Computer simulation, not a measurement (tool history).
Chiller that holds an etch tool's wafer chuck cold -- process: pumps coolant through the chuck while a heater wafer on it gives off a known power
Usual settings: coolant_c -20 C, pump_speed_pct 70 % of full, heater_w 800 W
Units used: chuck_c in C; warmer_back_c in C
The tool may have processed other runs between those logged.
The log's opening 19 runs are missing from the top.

run	day	coolant_c	pump_speed_pct	heater_w	chuck_c	warmer_back_c
20	122.742	-20	70	464	-15.1	2.19
21	127.779	-23	70	464	-18.3	2.22
22	134.475	-11	76	851	-2.16	3.68
# day 143.083: chiller's thermometer calibrated
23	143.108	-11	76	851	-2.24	3.68
24	148.921	-10	65	800	-0.74	4.15
25	152.758	-10	65	800	-0.79	4.15
26	161.583	-10	65	800	-0.8	4.15
# day 162.65: gauge calibrated
27	170.129	-10	65	800	-0.41	4.13
28	175.308	-10	65	800	-0.36	4.16
29	179.529	-10	60	938	1.85	5.36
# day 181.438: coolant changed, channels flushed
30	186.546	-20	73	528	-14.26	2.4
31	191.612	-12	70	714	-4.12	3.39

Below are 3 alternative next runs, each starting from the tool's condition after run 31. Predict each:
A	197.779	-11	76	489	?	?
B	197.779	-12	74	985	?	?
C	197.779	-12	85	648	?	?

run	chuck_c	warmer_back_c
A	-5.9	2.13
B	-1.12	4.41
C	-5.71	2.48
The same runs, with their run-to-run variation unchanged, on a tool lacking any hidden condition would have given:
run	chuck_c	warmer_back_c
A	-5.8	2.13
B	-1.03	4.4
C	-5.61	2.47

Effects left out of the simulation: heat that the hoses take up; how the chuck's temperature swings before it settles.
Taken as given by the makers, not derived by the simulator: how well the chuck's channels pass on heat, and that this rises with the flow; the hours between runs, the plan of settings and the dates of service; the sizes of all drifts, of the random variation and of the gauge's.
